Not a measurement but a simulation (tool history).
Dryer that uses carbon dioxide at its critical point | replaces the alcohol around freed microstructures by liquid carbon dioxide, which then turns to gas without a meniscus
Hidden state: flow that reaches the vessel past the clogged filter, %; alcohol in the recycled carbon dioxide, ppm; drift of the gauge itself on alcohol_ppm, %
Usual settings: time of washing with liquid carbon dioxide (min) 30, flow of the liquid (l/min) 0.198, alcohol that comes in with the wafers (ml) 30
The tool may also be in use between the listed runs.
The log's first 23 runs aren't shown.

run	day	time of washing with liquid carbon dioxide (min)	flow of the liquid (l/min)	alcohol that comes in with the wafers (ml)	hours of work since the filter was changed	hours of work since the purifier's bed was changed	alcohol left in the vessel before it's heated (ppm by volume)
24	32.550	30	0.198	109	22	64	380
25	34.517	28	0.179	87	41	83	748
26	36.062	21	0.282	96	56	98	372
27	37.196	21	0.282	96	67	109	356
28	38.946	21	0.282	38	84	126	197
29	40.679	21	0.282	38	101	143	213
30	42.117	27	0.187	26	115	156	301
31	44.125	29	0.252	43	134	176	141
32	45.596	47	0.148	23	148	190	136
33	46.550	20	0.305	104	157	199	427
34	48.221	44	0.154	30	173	215	185
35	49.883	38	0.198	24	190	231	150
36	50.729	38	0.198	24	198	240	158
37	52.017	38	0.198	24	210	252	169
38	53.017	28	0.156	30	220	262	690
39	54.938	21	0.194	61	238	280	1631
40	56.479	29	0.194	61	253	295	524
41	57.638	25	0.198	100	264	306	1280
42	58.979	37	0.141	58	277	319	744

Forecast each of these 5 alternatives for the next run:
A	60.017	19	0.141	26	287	329	?
B	60.017	37	0.247	58	287	329	?
C	60.017	46	0.141	80	287	329	?
D	60.017	30	0.198	39	287	329	?
E	60.017	26	0.131	58	287	329	?

run	alcohol left in the vessel before it's heated (ppm by volume)
A	2547
B	199
C	417
D	380
E	2988
Without the tool's hidden state the same runs would have given:
run	alcohol left in the vessel before it's heated (ppm by volume)
A	1886
B	12
C	133
D	125
E	2102
